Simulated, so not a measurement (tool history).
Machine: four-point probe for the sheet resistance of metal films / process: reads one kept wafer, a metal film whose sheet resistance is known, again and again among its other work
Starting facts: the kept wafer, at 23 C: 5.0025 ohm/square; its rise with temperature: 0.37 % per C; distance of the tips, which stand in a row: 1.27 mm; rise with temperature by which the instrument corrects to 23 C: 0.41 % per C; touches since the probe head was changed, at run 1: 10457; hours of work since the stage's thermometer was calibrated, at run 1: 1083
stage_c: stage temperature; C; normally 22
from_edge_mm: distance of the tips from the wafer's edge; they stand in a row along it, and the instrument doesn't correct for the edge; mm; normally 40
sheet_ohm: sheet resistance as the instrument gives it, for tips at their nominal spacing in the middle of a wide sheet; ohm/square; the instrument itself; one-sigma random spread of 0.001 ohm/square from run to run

run   hour  stage_c  from_edge_mm  touches since the probe head was changed  hours of work since the stage's thermometer was calibrated  sheet_ohm
  1      0       22            40                                     10457                                                        1083   4.984736
  2   21.4       22            40                                     11038                                                        1092   4.984634
  3   44.5       31            40                                     11666                                                        1102    4.97015
  4   63.5       19            40                                     12181                                                        1111   4.992055
  5   80.3       19            40                                     12638                                                        1118   4.992847
  6   93.1       19            40                                     12985                                                        1124   4.991355
  7  119.1       19            40                                     13691                                                        1136   4.994771
  8  131.1       22            24                                     14015                                                        1141   4.991175
  9  143.3       22            13                                     14348                                                        1146   5.010534
 10  155.6       22            13                                     14682                                                        1152   5.008996
 11  180.5       22            13                                     15356                                                        1163   5.010746
 12  204.5       22            14                                     16010                                                        1174   5.005613
 13  220.9       22            40                                     16453                                                        1181   4.987524
 14  236.6       22            40                                     16880                                                        1188   4.988213
 15    261       22            40                                     17542                                                        1199   4.990577
 16  288.9       22            40                                     18300                                                        1211   4.987935
 17  301.3       33             3                                     18637                                                        1217   5.402803
 18  320.1       33             3                                     19146                                                        1225   5.402205
     322.3  -- stage's thermometer calibrated
 19    345       34             6                                     19809                                                          10   5.082851
     361.3  -- stage's thermometer calibrated, once more
 20  364.4       32             3                                     20322                                                           1   5.400986
 21  376.9       21            28                                     20661                                                           7    4.99498
 22  404.2       21            28                                     21403                                                          19   4.993681
 23  420.5       21            28                                     21845                                                          26   4.993846
 24  446.3       19             7                                     22546                                                          38   5.079613
 25  468.1       19             7                                     23138                                                          48   5.080872
 26  487.9       19            65                                     23676                                                          56   4.995307

What will run 27 give?
 27  502.1       19            15                                     24060                                                          63          ?

{"run 27": {"sheet_ohm": 5.012679}}
With the hidden condition absent and the run-to-run variation left alone, this run would have shown sheet_ohm 5.028908 ohm/square.

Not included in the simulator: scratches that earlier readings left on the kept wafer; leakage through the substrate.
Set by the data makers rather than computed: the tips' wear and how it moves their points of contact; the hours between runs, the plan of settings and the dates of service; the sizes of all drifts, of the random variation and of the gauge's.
